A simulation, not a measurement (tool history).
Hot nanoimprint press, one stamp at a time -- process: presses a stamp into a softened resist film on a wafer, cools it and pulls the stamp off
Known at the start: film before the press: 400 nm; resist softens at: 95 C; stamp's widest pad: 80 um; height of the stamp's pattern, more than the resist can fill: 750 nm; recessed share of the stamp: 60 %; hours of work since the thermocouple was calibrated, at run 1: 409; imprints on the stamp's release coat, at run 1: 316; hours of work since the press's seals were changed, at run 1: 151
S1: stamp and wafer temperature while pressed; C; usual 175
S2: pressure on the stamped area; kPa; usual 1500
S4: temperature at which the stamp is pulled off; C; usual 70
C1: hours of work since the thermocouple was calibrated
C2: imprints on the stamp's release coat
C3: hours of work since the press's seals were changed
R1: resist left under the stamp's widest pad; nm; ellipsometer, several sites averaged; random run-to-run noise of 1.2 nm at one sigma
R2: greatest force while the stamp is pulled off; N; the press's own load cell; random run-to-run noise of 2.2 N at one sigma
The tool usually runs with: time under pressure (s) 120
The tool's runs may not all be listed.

Run 1, hour 0.0: usual settings; C1 409; C2 316; C3 151. Result: R1 198.3 nm, R2 98 N.
Run 2, hour 46.6: usual settings; C1 429; C2 401; C3 171. Result: R1 196.1 nm, R2 99 N.
Run 3, hour 83.5: usual settings; C1 444; C2 468; C3 187. Result: R1 198.8 nm, R2 97 N.
Run 4, hour 110.1: usual settings but S4 60 C; C1 456; C2 516; C3 199. Result: R1 198.0 nm, R2 110 N.
Run 5, hour 144.0: usual settings but S4 60 C; C1 470; C2 578; C3 213. Result: R1 197.0 nm, R2 104 N.
Run 6, hour 194.0: usual settings but S2 1100 kPa; C1 492; C2 669; C3 235. Result: R1 227.6 nm, R2 96 N.
Run 7, hour 244.6: usual settings but S2 1100 kPa; C1 514; C2 761; C3 256. Result: R1 223.6 nm, R2 97 N.
Run 8, hour 278.9: usual settings but S1 166 C, S2 1100 kPa; C1 528; C2 824; C3 271. Result: R1 278.6 nm, R2 104 N.
Run 9, hour 311.6: usual settings but S1 166 C, S2 1100 kPa, S4 64 C; C1 542; C2 883; C3 285. Result: R1 281.0 nm, R2 102 N.
At hour 325.1: stamp cleaned and given a new release coat.
At hour 348.2: plate thermocouple calibrated.
Run 10, hour 358.7: usual settings but S4 75 C; C1 4; C2 56; C3 301. Result: R1 199.8 nm, R2 95 N.
Run 11, hour 389.9: usual settings; C1 18; C2 112; C3 315. Result: R1 200.6 nm, R2 97 N.
Run 12, hour 422.8: usual settings; C1 32; C2 172; C3 329. Result: R1 197.8 nm, R2 99 N.
Run 13, hour 471.8: usual settings; C1 53; C2 262; C3 350. Result: R1 198.3 nm, R2 100 N.
Run 14, hour 494.2: usual settings but S4 57 C; C1 63; C2 302; C3 359. Result: R1 199.1 nm, R2 112 N.
Run 15, hour 530.7: usual settings but S4 57 C; C1 78; C2 369; C3 375. Result: R1 198.0 nm, R2 109 N.
Run 16, hour 555.7: usual settings but S4 57 C; C1 89; C2 414; C3 386. Result: R1 200.1 nm, R2 109 N.

Run 17 comes next. What will it give?
Run 17, hour 609.8: usual settings but S4 57 C; C1 112; C2 513; C3 409. Result: R1 ?, R2 ?.

R1: 197.4 nm
R2: 110 N
Were there no unlogged condition in the tool, this run, its random variation unchanged, would have produced R1 197.4 nm, R2 109 N.
